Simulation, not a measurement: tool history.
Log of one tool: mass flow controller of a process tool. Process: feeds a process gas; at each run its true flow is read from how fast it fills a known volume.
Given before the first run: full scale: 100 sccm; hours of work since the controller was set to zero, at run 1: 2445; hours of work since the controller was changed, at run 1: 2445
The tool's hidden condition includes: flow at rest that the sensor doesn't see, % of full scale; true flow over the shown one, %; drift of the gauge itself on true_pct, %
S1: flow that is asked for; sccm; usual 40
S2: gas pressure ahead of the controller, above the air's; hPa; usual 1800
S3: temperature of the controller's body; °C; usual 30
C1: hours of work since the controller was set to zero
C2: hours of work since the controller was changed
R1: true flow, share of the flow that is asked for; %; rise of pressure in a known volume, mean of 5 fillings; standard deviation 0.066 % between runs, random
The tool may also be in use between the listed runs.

run	hour	S1	S2	S3	C1	C2	R1
1	0	40	1800	30	2445	2445	98.41
2	154.6	40	1800	30	2513	2513	98.52
3	267	40	1800	30	2563	2563	98.44
4	449.6	40	1800	30	2643	2643	98.47
5	591.8	43	1800	30	2706	2706	98.48
6	826.1	43	1800	30	2809	2809	98.49
7	992	45	1800	30	2882	2882	98.51
8	1204.4	45	1800	30	2975	2975	98.47
9	1405.4	60	1800	30	3064	3064	98.68
10	1555.9	40	1800	30	3130	3130	98.46
11	1719.6	40	1800	30	3202	3202	98.37
12	1914.9	40	1800	30	3288	3288	98.43
13	2145.9	40	1800	30	3390	3390	98.5
14	2293.9	40	1800	30	3455	3455	98.4
15	2504.3	55	2760	25	3548	3548	97.93
16	2718.6	66	2790	29	3642	3642	98.07
17	2888.5	66	1500	29	3717	3717	99.02
18	3091.8	66	1500	29	3807	3807	99.11
19	3275.6	66	1500	29	3888	3888	98.99

Forecast run 20:
20	3399.8	46	2370	33	3943	3943	?

Run 20 gave R1 97.67 %.
Without the tool's hidden state the same run would have given R1 97.52 %.
